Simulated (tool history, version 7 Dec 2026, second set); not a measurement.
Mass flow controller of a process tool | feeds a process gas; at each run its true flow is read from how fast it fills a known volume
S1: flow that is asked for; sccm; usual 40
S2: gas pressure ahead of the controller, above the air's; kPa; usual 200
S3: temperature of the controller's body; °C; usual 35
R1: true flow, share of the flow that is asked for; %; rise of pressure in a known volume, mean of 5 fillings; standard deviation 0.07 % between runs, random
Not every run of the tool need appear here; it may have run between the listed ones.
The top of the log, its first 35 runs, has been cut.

Run 36, hour 8981.3: usual settings but S1 29 sccm, S2 231 kPa, S3 29 °C. Result: R1 96.42 %.
Run 37, hour 9331.7: usual settings but S1 29 sccm, S2 231 kPa, S3 29 °C. Result: R1 96.43 %.
Run 38, hour 9626.8: usual settings but S1 29 sccm, S2 256 kPa, S3 29 °C. Result: R1 96.18 %.
Run 39, hour 9793.3: usual settings but S1 29 sccm, S2 256 kPa, S3 29 °C. Result: R1 96.25 %.
Run 40, hour 10138.3: usual settings but S1 26 sccm, S2 263 kPa, S3 21 °C. Result: R1 97.06 %.
Run 41, hour 10374: usual settings but S1 17 sccm, S2 263 kPa, S3 28 °C. Result: R1 96.83 %.
Run 42, hour 10586.9: usual settings but S3 31 °C. Result: R1 96.64 %.
Run 43, hour 10766.4: usual settings but S1 20 sccm, S2 149 kPa. Result: R1 96.79 %.
Run 44, hour 11059: usual settings but S1 20 sccm, S2 259 kPa. Result: R1 96.17 %.
Run 45, hour 11415.7: usual settings but S1 31 sccm, S2 259 kPa. Result: R1 95.92 %.
Run 46, hour 11672.5: usual settings but S1 31 sccm, S2 259 kPa. Result: R1 95.76 %.
Run 47, hour 11845.7: usual settings but S1 31 sccm, S2 259 kPa. Result: R1 95.96 %.

5 options for the next run, each taken on its own from the tool as it stands now. Forecast them:
Run A, hour 12115.7: usual settings but S1 47 sccm, S2 188 kPa. Result: R1 ?.
Run B, hour 12115.7: usual settings but S1 25 sccm. Result: R1 ?.
Run C, hour 12115.7: usual settings but S1 31 sccm, S2 175 kPa. Result: R1 ?.
Run D, hour 12115.7: usual settings but S1 18 sccm, S2 182 kPa, S3 22 °C. Result: R1 ?.
Run E, hour 12115.7: usual settings but S1 31 sccm, S2 259 kPa. Result: R1 ?.

run     R1
  A  96.44
  B  96.61
  C  96.68
  D  98.51
  E  95.95
Take away the tool's hidden state, keep each run's random variation, and the runs would have read:
run     R1
  A  97.22
  B  96.54
  C  96.96
  D  97.73
  E  96.22
